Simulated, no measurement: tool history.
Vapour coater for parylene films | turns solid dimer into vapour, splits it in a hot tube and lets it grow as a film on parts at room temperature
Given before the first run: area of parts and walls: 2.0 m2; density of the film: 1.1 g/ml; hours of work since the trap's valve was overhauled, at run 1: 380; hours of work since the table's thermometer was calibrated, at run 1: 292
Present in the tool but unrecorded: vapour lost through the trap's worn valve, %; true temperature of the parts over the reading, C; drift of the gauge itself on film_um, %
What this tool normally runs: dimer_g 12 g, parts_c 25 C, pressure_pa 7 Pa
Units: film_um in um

run    day  dimer_g  parts_c  pressure_pa  hours of work since the trap's valve was overhauled  hours of work since the table's thermometer was calibrated  film_um
  1      0       12       25            7                                                  380                                                         292     2.97
  2  0.362       12       25            7                                                  383                                                         296     3.02
  3  0.992       12       25          3.8                                                  390                                                         302     3.11
  4  1.412       21       25            7                                                  394                                                         306     5.24
     1.808  -- trap's valve overhauled
  5  1.883       12       25            7                                                    1                                                         309     2.78
  6  2.217       12       25         5.44                                                    4                                                         313     2.86
  7   2.85       12       30         2.51                                                   11                                                         319     2.54
  8    3.3       12       30         2.51                                                   15                                                         324     2.48
  9  3.646       12       30         2.51                                                   19                                                         328     2.53
 10  4.254       19       18          3.3                                                   25                                                         334     6.15
 11  4.592       19       18          3.3                                                   29                                                         337     6.12
     5.242  -- trap's valve overhauled, once more
 12  5.242       19       18          3.3                                                    0                                                         342     6.92

Consider 4 possible next runs. They are alternatives, not a sequence: every one starts from the tool as it was left by run 12. What does each give?
  A  5.783       16       25          4.4                                                    6                                                         348        ?
  B  5.783        8       18          3.3                                                    6                                                         348        ?
  C  5.783       15       24         5.01                                                    6                                                         348        ?
  D  5.783       14       18         8.32                                                    6                                                         348        ?

run  film_um
  A     4.41
  B     2.92
  C      4.2
  D     4.81
Had the tool no hidden state, the same runs would have come out as:
run  film_um
  A     4.45
  B     2.94
  C     4.23
  D     4.85

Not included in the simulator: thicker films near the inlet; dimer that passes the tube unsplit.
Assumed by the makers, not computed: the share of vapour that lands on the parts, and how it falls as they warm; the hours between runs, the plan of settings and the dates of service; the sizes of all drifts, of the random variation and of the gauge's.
